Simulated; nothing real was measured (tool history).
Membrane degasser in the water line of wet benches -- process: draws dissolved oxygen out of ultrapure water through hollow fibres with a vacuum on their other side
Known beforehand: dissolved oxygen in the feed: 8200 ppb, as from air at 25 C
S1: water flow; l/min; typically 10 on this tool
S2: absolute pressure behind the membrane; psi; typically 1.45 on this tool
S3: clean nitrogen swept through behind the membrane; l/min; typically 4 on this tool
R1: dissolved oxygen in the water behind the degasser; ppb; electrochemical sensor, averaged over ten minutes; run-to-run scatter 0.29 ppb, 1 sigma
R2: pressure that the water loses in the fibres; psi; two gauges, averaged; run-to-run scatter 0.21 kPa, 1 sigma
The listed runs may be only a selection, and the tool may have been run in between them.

run	day	S1	S2	S3	R1	R2
1	0	10	1.45	4	45.4	6.836
2	2.85	10	1.45	4	45	6.785
3	5.296	10	1.45	4	45.1	6.854
4	8.871	10	1.45	4	45.3	6.87
5	11.217	10	1.45	4	45.5	6.828
6	13.796	10	1.45	7.31	26.4	6.892
7	16.604	10	1.04	4	27.7	6.917
8	18.467	10	1.04	4	27.4	6.87
9	21.638	10	1.04	4	27.3	6.868
10	23.667	11	1.45	4	50	7.567
11	25.546	11	1.45	4	51.1	7.591
12	28.246	11	1.45	4	50.2	7.603
13	30.654	10	1.45	4	44.9	6.894
14	33.404	10	1.45	4	45.5	6.905
15	36.142	10	1.45	4	45.9	6.881
16	37.904	10	1.45	4	45.4	6.886
17	40.688	14	1.61	4.03	75.8	9.644
18	44.392	14	1.61	4.03	76.9	9.687
19	47.958	11	3.39	3.14	177.3	7.584
20	51.667	11	3.39	3.14	178.3	7.551
21	55.083	10	1.73	4.7	49.7	6.905
22	56.925	10	3.5	5.22	104.3	6.821
23	60.775	12	1.36	5.22	41.1	8.356
24	64.617	8	1.38	1.66	78.3	5.517
25	67.571	8	1.2	1.66	64.1	5.574
26	70.362	8	1.2	1.66	64.6	5.517
27	73.621	12	1.45	7.87	31.7	8.269
28	77.367	12	2.25	3.96	98.3	8.322
29	79.538	11	1.45	4	51.4	7.655
30	81.612	11	1.45	10.81	21.8	7.59
31	85.125	13	0.88	3.23	36.6	8.968

Forecast each of these 5 alternatives for the next run:
A	87.529	13	1.78	3.23	?	?
B	87.529	10	2.45	4	?	?
C	87.529	12	1.45	7.66	?	?
D	87.529	13	2.22	3.23	?	?
E	87.529	6	1.45	8.19	?	?

run	R1	R2
A	97.9	9.058
B	89.4	6.966
C	32	8.33
D	125.9	8.944
E	13.9	4.18
Without the tool's unlogged condition, the same runs would have read:
run	R1	R2
A	93.8	8.873
B	86.1	6.824
C	30.1	8.16
D	121.4	8.762
E	13	4.096
